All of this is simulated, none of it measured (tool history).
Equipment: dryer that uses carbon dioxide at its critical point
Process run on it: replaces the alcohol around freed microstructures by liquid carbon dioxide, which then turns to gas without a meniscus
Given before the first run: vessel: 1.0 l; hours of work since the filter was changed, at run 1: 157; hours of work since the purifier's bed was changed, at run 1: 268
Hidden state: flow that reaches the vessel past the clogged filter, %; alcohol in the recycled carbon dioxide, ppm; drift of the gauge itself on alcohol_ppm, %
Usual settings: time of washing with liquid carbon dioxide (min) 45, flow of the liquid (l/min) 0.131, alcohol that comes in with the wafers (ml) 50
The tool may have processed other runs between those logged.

| run | hour | time of washing with liquid carbon dioxide (min) | flow of the liquid (l/min) | alcohol that comes in with the wafers (ml) | hours of work since the filter was changed | hours of work since the purifier's bed was changed | alcohol left in the vessel before it's heated (ppm by volume) |
|---|---|---|---|---|---|---|---|
| 1 | 0.0 | 45 | 0.131 | 50 | 157 | 268 | 300 |
| 2 | 18.2 | 45 | 0.131 | 50 | 169 | 280 | 299 |
| 3 | 39.7 | 45 | 0.131 | 50 | 183 | 295 | 293 |
| 4 | 60.7 | 45 | 0.131 | 50 | 197 | 309 | 304 |
| 5 | 79.1 | 45 | 0.131 | 50 | 209 | 321 | 317 |
| 6 | 93.7 | 45 | 0.131 | 50 | 219 | 331 | 311 |
| 7 | 105.2 | 45 | 0.131 | 50 | 227 | 338 | 318 |
| 8 | 116.0 | 45 | 0.106 | 50 | 234 | 345 | 733 |
| 9 | 130.8 | 45 | 0.106 | 50 | 244 | 355 | 737 |
| 10 | 151.7 | 45 | 0.106 | 50 | 258 | 369 | 755 |
| 11 | 165.7 | 67 | 0.131 | 50 | 267 | 378 | 114 |
| 12 | 177.5 | 67 | 0.131 | 50 | 275 | 386 | 118 |
| 13 | 198.0 | 67 | 0.131 | 50 | 289 | 400 | 118 |
| 14 | 219.0 | 45 | 0.131 | 50 | 303 | 414 | 362 |
| 15 | 228.1 | 45 | 0.141 | 50 | 309 | 420 | 282 |
| 16 | 243.6 | 33 | 0.112 | 25 | 319 | 430 | 993 |
| 17 | 258.6 | 35 | 0.131 | 90 | 329 | 440 | 1593 |
| 18 | 278.1 | 38 | 0.131 | 103 | 342 | 453 | 1343 |
| 19 | 298.2 | 38 | 0.131 | 49 | 355 | 467 | 714 |
| 20 | 314.2 | 29 | 0.131 | 49 | 366 | 477 | 1808 |
| 21 | 333.4 | 57 | 0.221 | 46 | 379 | 490 | 117 |
| 22 | 344.0 | 45 | 0.181 | 50 | 386 | 497 | 155 |
| 23 | 353.1 | 45 | 0.103 | 50 | 392 | 503 | 947 |
| 24 | 366.3 | 45 | 0.103 | 50 | 401 | 512 | 956 |
| 25 | 386.2 | 45 | 0.103 | 50 | 414 | 525 | 946 |
| 26 | 400.2 | 28 | 0.135 | 37 | 423 | 534 | 1489 |
| 27 | 412.7 | 37 | 0.108 | 50 | 431 | 543 | 1593 |
| 28 | 422.5 | 71 | 0.131 | 45 | 438 | 549 | 143 |
| 29 | 440.5 | 71 | 0.131 | 45 | 450 | 561 | 150 |
| 30 | 456.5 | 71 | 0.155 | 46 | 461 | 572 | 131 |

Results per run with the tool's hidden condition removed, run-to-run variation unchanged:
| run | alcohol left in the vessel before it's heated (ppm by volume) |
|---|---|
| 1 | 201 |
| 2 | 195 |
| 3 | 187 |
| 4 | 189 |
| 5 | 193 |
| 6 | 186 |
| 7 | 189 |
| 8 | 539 |
| 9 | 536 |
| 10 | 542 |
| 11 | 18 |
| 12 | 24 |
| 13 | 22 |
| 14 | 199 |
| 15 | 133 |
| 16 | 733 |
| 17 | 1159 |
| 18 | 933 |
| 19 | 455 |
| 20 | 1346 |
| 21 | 1 |
| 22 | 25 |
| 23 | 612 |
| 24 | 617 |
| 25 | 602 |
| 26 | 1049 |
| 27 | 1107 |
| 28 | 10 |
| 29 | 13 |
| 30 | 0 |
